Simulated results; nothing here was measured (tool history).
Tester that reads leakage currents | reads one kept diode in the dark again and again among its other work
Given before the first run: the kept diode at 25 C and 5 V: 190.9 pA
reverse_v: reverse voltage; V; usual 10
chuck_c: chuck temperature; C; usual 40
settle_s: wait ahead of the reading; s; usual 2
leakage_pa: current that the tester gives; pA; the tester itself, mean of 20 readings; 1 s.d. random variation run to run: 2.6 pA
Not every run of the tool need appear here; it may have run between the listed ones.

run	day	reverse_v	chuck_c	settle_s	leakage_pa
1	0	10	40	2	877.19
2	0.638	10	40	2	883.19
3	1.942	10	37	2	697.12
4	2.625	10	37	2	704.01
5	4.179	10	37	2	706.75
6	5.383	10	37	2	710.7
7	6.167	10	37	2	716.26
8	6.808	10	40	2	915.77
9	7.871	10	40	2	919.79
10	9.112	1.6	40	2	492.37
11	9.904	10	56	2	3100.75
12	10.871	10	56	2	3118.75
13	12.217	10	56	2	3140.08
14	13.533	10	40	2	948.26
15	15.071	10	40	2	959.64
16	15.742	10	40	2	961.5
17	16.646	1	40	2	436.59
18	17.8	10.2	52	3.05	2445.23
19	18.517	10.2	52	3.05	2445.81
20	19.579	2.4	25	0.65	174.56
21	20.988	2.4	27	0.94	207.21
22	22.508	12.3	27	0.75	381.43
23	23.967	7.5	25	2	269.74
24	24.875	7.5	25	2	271.54
25	26.354	7.5	25	1.37	272.94
26	27.633	13.3	44	2.03	1542.28
27	28.888	1.4	30	0.6	232.7
28	29.879	1.4	30	0.6	232.4
29	30.754	3.4	24	1.44	192.86
30	32.317	10	36	2	765.28
31	33.571	3.7	39	4.43	694.22
# day 34.096: chuck's temperature calibrated
32	34.679	7.2	49	0.32	1590.64

Alternative continuations, all from the tool just after run 32; predict every row:
A	35.358	8.8	44	4.5	?
B	35.358	10	40	0.58	?
C	35.358	13.6	49	0.32	?

run	leakage_pa
A	1162.6
B	895.42
C	1997.76
Take away the tool's hidden state, keep each run's random variation, and the runs would have read:
run	leakage_pa
A	1125.34
B	861.04
C	1937.63

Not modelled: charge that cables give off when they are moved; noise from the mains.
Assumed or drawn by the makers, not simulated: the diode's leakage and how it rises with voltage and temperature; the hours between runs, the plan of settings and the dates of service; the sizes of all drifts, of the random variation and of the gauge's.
